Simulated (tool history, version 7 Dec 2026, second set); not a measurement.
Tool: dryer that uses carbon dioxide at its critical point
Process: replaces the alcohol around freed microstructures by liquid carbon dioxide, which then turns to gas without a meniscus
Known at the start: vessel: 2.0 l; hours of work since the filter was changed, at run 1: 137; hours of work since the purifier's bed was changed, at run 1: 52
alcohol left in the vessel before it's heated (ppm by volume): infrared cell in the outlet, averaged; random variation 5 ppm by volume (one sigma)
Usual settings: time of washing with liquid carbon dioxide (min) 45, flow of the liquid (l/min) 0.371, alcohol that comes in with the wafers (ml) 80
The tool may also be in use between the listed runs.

run	day	time of washing with liquid carbon dioxide (min)	flow of the liquid (l/min)	alcohol that comes in with the wafers (ml)	hours of work since the filter was changed	hours of work since the purifier's bed was changed	alcohol left in the vessel before it's heated (ppm by volume)
1	0	45	0.371	80	137	52	77
2	0.567	45	0.371	80	146	61	99
3	0.858	45	0.371	80	151	66	85
4	1.396	45	0.371	58	160	75	76
5	1.692	45	0.371	80	165	80	96
6	2.071	45	0.371	80	172	87	99
7	2.646	65	0.371	80	182	97	16
8	2.921	62	0.371	80	186	101	20
9	3.35	51	0.371	80	194	109	62
10	3.825	51	0.371	80	202	117	55
# day 4.238: inlet filter changed
11	4.404	45	0.371	97	3	126	58
12	4.958	45	0.371	97	12	136	56
13	5.283	45	0.371	97	18	141	54
14	5.558	45	0.371	80	23	146	49
15	5.808	37	0.371	114	27	150	191
16	6.354	45	0.371	22	36	159	25
17	6.754	58	0.26	101	43	166	106
18	7.029	28	0.526	80	48	171	102
19	7.375	57	0.371	80	54	177	25
20	7.904	29	0.371	67	63	186	448
21	8.421	47	0.371	80	71	195	52
22	8.754	47	0.371	80	77	200	50
23	9.125	47	0.371	80	83	207	54
24	9.721	56	0.235	112	94	217	323
25	10.025	56	0.235	112	99	222	322
26	10.333	62	0.586	54	104	227	18
27	10.9	44	0.621	93	114	237	14

3 ways to go on from here, each from the tool as it stands after run 27. What would each give?
A	11.362	53	0.247	62	122	245	?
B	11.362	44	0.488	93	122	245	?
C	11.362	31	0.349	80	122	245	?

run	alcohol left in the vessel before it's heated (ppm by volume)
A	220
B	35
C	664
Without the tool's hidden state the same runs would have given:
run	alcohol left in the vessel before it's heated (ppm by volume)
A	120
B	16
C	408

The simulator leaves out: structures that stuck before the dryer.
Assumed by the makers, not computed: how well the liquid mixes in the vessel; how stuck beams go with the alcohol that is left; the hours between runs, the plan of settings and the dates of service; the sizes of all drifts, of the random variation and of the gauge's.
